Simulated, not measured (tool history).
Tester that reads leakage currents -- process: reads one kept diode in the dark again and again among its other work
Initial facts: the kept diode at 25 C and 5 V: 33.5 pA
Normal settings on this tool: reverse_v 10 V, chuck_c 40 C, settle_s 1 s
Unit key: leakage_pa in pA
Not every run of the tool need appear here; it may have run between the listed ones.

run 1 hour=0 | reverse_v=10 chuck_c=40 settle_s=1 | leakage_pa=189.8
run 2 hour=49.4 | reverse_v=10 chuck_c=40 settle_s=1 | leakage_pa=188.12
run 3 hour=84.3 | reverse_v=10 chuck_c=40 settle_s=1 | leakage_pa=189.21
-- hour=119.3 probe card cleaned and baked
run 4 hour=148 | reverse_v=10 chuck_c=40 settle_s=1 | leakage_pa=168.38
run 5 hour=188 | reverse_v=10 chuck_c=40 settle_s=1 | leakage_pa=168.47
run 6 hour=241.5 | reverse_v=10 chuck_c=40 settle_s=3.63 | leakage_pa=166.45
run 7 hour=283 | reverse_v=10 chuck_c=40 settle_s=3.63 | leakage_pa=166.41
run 8 hour=341.5 | reverse_v=10 chuck_c=40 settle_s=1 | leakage_pa=167.61
run 9 hour=400.6 | reverse_v=10 chuck_c=40 settle_s=1 | leakage_pa=167.07
run 10 hour=455.4 | reverse_v=10 chuck_c=40 settle_s=1 | leakage_pa=166.46
run 11 hour=515.2 | reverse_v=10 chuck_c=40 settle_s=1 | leakage_pa=166.31
run 12 hour=545.7 | reverse_v=15.1 chuck_c=40 settle_s=0.44 | leakage_pa=216.71
run 13 hour=583.4 | reverse_v=15.1 chuck_c=40 settle_s=0.44 | leakage_pa=215.9
run 14 hour=612.9 | reverse_v=10 chuck_c=40 settle_s=2.07 | leakage_pa=164.93
run 15 hour=640.1 | reverse_v=3.2 chuck_c=51 settle_s=2.07 | leakage_pa=194.06
run 16 hour=673.8 | reverse_v=18.3 chuck_c=36 settle_s=0.98 | leakage_pa=175.08
run 17 hour=720.8 | reverse_v=6.9 chuck_c=50 settle_s=0.34 | leakage_pa=283.76
run 18 hour=781.1 | reverse_v=3.2 chuck_c=37 settle_s=0.34 | leakage_pa=67.42
run 19 hour=807.9 | reverse_v=3.2 chuck_c=37 settle_s=0.34 | leakage_pa=67.54

What if the next run were any one of these 5? Each begins from the tool's condition after run 19:
run A hour=861 | reverse_v=3.2 chuck_c=37 settle_s=1.38 | leakage_pa=?
run B hour=861 | reverse_v=3.2 chuck_c=28 settle_s=4.23 | leakage_pa=?
run C hour=861 | reverse_v=3.9 chuck_c=38 settle_s=1 | leakage_pa=?
run D hour=861 | reverse_v=18.5 chuck_c=38 settle_s=3.33 | leakage_pa=?
run E hour=861 | reverse_v=1.7 chuck_c=37 settle_s=2.86 | leakage_pa=?

run=A leakage_pa=65.93
run=B leakage_pa=31.48
run=C leakage_pa=80.09
run=D leakage_pa=203.14
run=E leakage_pa=45.03
The same runs, with their run-to-run variation unchanged, on a tool lacking any hidden condition would have given:
run=A leakage_pa=71.49
run=B leakage_pa=33.59
run=C leakage_pa=86.77
run=D leakage_pa=216.19
run=E leakage_pa=49.08
